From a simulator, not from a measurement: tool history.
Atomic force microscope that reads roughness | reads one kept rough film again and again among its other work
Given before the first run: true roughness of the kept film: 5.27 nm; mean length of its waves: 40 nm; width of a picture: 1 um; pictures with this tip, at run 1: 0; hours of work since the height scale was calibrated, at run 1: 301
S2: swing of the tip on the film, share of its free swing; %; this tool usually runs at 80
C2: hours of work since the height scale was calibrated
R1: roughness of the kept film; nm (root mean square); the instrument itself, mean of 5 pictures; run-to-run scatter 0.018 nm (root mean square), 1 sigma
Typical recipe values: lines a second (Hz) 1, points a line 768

Run 1, hour 0: usual settings; pictures with this tip 0; C2 301. Result: R1 4.452 nm (root mean square).
Run 2, hour 17.3: usual settings; pictures with this tip 20; C2 313. Result: R1 4.414 nm (root mean square).
Run 3, hour 42.2: usual settings; pictures with this tip 49; C2 330. Result: R1 4.365 nm (root mean square).
Run 4, hour 70.7: usual settings; pictures with this tip 82; C2 350. Result: R1 4.285 nm (root mean square).
Run 5, hour 92.3: usual settings; pictures with this tip 108; C2 365. Result: R1 4.25 nm (root mean square).
Run 6, hour 124.1: usual settings but lines a second (Hz) 1.46; pictures with this tip 144; C2 387. Result: R1 4.012 nm (root mean square).
Run 7, hour 143.4: usual settings but lines a second (Hz) 1.46; pictures with this tip 167; C2 400. Result: R1 3.964 nm (root mean square).
Run 8, hour 158.6: usual settings; pictures with this tip 184; C2 410. Result: R1 4.096 nm (root mean square).
Run 9, hour 174.9: usual settings; pictures with this tip 203; C2 422. Result: R1 4.074 nm (root mean square).
Run 10, hour 188.8: usual settings; pictures with this tip 219; C2 431. Result: R1 4.042 nm (root mean square).
Run 11, hour 219.8: usual settings; pictures with this tip 255; C2 453. Result: R1 4.004 nm (root mean square).
Run 12, hour 250.7: usual settings; pictures with this tip 291; C2 474. Result: R1 3.916 nm (root mean square).
Run 13, hour 264.3: usual settings; pictures with this tip 307; C2 483. Result: R1 3.885 nm (root mean square).
Run 14, hour 290.1: usual settings but S2 63 %; pictures with this tip 337; C2 501. Result: R1 4.122 nm (root mean square).
At hour 305.9: new tip fitted.
Run 15, hour 313.4: usual settings but S2 63 %; pictures with this tip 8; C2 517. Result: R1 4.666 nm (root mean square).
Run 16, hour 340.4: usual settings but S2 63 %; pictures with this tip 40; C2 536. Result: R1 4.641 nm (root mean square).
Run 17, hour 369.9: usual settings but S2 63 %, points a line 382; pictures with this tip 74; C2 556. Result: R1 4.578 nm (root mean square).
Run 18, hour 395.2: usual settings but S2 63 %, points a line 382; pictures with this tip 103; C2 573. Result: R1 4.496 nm (root mean square).
Run 19, hour 414: usual settings but S2 63 %, points a line 295; pictures with this tip 125; C2 586. Result: R1 4.467 nm (root mean square).
Run 20, hour 439.7: usual settings but S2 62 %, points a line 295; pictures with this tip 155; C2 604. Result: R1 4.416 nm (root mean square).
Run 21, hour 471.4: usual settings but points a line 295; pictures with this tip 192; C2 626. Result: R1 4.052 nm (root mean square).
Run 22, hour 485.8: usual settings but lines a second (Hz) 3.62, S2 58 %; pictures with this tip 208; C2 636. Result: R1 4.062 nm (root mean square).
Run 23, hour 505.2: usual settings but lines a second (Hz) 3.81, S2 62 %, points a line 371; pictures with this tip 231; C2 649. Result: R1 3.892 nm (root mean square).
Run 24, hour 535.9: usual settings but lines a second (Hz) 2.57, S2 58 %, points a line 371; pictures with this tip 266; C2 670. Result: R1 4.103 nm (root mean square).
Run 25, hour 565.5: usual settings but lines a second (Hz) 0.69, S2 61 %, points a line 1014; pictures with this tip 301; C2 691. Result: R1 4.265 nm (root mean square).

Here are 3 independent what-if runs from the current tool condition. What would each one return?
Run A, hour 586.2: usual settings but lines a second (Hz) 1.49, S2 71 %, points a line 1014; pictures with this tip 325; C2 705. Result: R1 ?.
Run B, hour 586.2: usual settings but lines a second (Hz) 3.1, S2 57 %, points a line 638; pictures with this tip 325; C2 705. Result: R1 ?.
Run C, hour 586.2: usual settings but points a line 400; pictures with this tip 325; C2 705. Result: R1 ?.

run     R1
  A  3.944
  B  3.966
  C  3.863
With the hidden condition removed and each run's random variation left untouched, the same runs would have given:
run     R1
  A  4.512
  B  4.539
  C  4.419
